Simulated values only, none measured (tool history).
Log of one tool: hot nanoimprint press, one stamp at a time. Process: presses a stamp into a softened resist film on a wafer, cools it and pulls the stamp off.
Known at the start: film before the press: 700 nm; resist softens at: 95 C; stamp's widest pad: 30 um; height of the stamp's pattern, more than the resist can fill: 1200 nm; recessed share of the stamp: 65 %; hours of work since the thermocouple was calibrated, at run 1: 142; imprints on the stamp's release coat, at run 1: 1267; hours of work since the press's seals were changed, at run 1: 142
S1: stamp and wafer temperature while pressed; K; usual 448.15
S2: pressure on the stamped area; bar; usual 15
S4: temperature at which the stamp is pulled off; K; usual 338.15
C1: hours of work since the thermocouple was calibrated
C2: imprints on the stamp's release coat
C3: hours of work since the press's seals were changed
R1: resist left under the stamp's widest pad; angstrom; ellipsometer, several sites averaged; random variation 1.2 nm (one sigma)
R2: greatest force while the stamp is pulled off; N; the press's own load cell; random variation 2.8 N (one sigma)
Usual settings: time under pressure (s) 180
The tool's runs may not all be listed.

run 1 hour=0 | S1=448.15 S2=15 time_under_pressure_(s)=180 S4=338.15 | C1=142 C2=1267 C3=142 | R1=4027 R2=254
run 2 hour=31.5 | S1=448.15 S2=15 time_under_pressure_(s)=180 S4=338.15 | C1=165 C2=1355 C3=165 | R1=4052 R2=254
-- hour=70 stamp cleaned and given a new release coat
run 3 hour=71.2 | S1=448.15 S2=23.7 time_under_pressure_(s)=180 S4=338.15 | C1=189 C2=3 C3=189 | R1=3361 R2=218
run 4 hour=119.2 | S1=446.15 S2=15 time_under_pressure_(s)=180 S4=338.15 | C1=224 C2=137 C3=224 | R1=4236 R2=221
run 5 hour=173.4 | S1=446.15 S2=15 time_under_pressure_(s)=180 S4=338.15 | C1=264 C2=289 C3=264 | R1=4282 R2=221
run 6 hour=228.3 | S1=446.15 S2=15 time_under_pressure_(s)=180 S4=338.15 | C1=304 C2=442 C3=304 | R1=4310 R2=228
run 7 hour=293.1 | S1=448.15 S2=15 time_under_pressure_(s)=180 S4=338.15 | C1=351 C2=623 C3=351 | R1=4107 R2=236
-- hour=299.3 plate thermocouple calibrated
run 8 hour=364.9 | S1=448.15 S2=15 time_under_pressure_(s)=180 S4=338.15 | C1=48 C2=815 C3=401 | R1=3977 R2=238
run 9 hour=436.4 | S1=448.15 S2=15 time_under_pressure_(s)=180 S4=338.15 | C1=100 C2=1015 C3=453 | R1=3993 R2=241
run 10 hour=493.3 | S1=448.15 S2=15 time_under_pressure_(s)=180 S4=338.15 | C1=141 C2=1174 C3=494 | R1=3999 R2=247
run 11 hour=553.9 | S1=448.15 S2=17.4 time_under_pressure_(s)=180 S4=338.15 | C1=185 C2=1343 C3=538 | R1=3809 R2=257
-- hour=595.4 stamp cleaned and given a new release coat
run 12 hour=632.3 | S1=448.15 S2=17.4 time_under_pressure_(s)=180 S4=338.15 | C1=238 C2=103 C3=591 | R1=3831 R2=214
run 13 hour=687.3 | S1=448.15 S2=17.4 time_under_pressure_(s)=180 S4=338.15 | C1=278 C2=257 C3=631 | R1=3861 R2=226
run 14 hour=761.5 | S1=448.15 S2=17.4 time_under_pressure_(s)=180 S4=338.15 | C1=332 C2=464 C3=685 | R1=3890 R2=226
-- hour=792.6 plate thermocouple calibrated
-- hour=831.8 press's hydraulic seals changed and the load cell set to zero
run 15 hour=842.6 | S1=448.15 S2=17.4 time_under_pressure_(s)=180 S4=338.15 | C1=31 C2=660 C3=8 | R1=3697 R2=232
run 16 hour=887.5 | S1=439.15 S2=17.4 time_under_pressure_(s)=91 S4=339.15 | C1=63 C2=785 C3=40 | R1=5428 R2=234
run 17 hour=960.3 | S1=439.15 S2=17.4 time_under_pressure_(s)=91 S4=339.15 | C1=116 C2=989 C3=93 | R1=5475 R2=246

Forecast run 18:
run 18 hour=1028.6 | S1=459.15 S2=9 time_under_pressure_(s)=349 S4=336.15 | C1=166 C2=1179 C3=143 | R1=? R2=?

Run 18 gave R1 2961 angstrom, R2 248 N.
Without the tool's hidden state the same run would have given R1 2930 angstrom, R2 213 N.

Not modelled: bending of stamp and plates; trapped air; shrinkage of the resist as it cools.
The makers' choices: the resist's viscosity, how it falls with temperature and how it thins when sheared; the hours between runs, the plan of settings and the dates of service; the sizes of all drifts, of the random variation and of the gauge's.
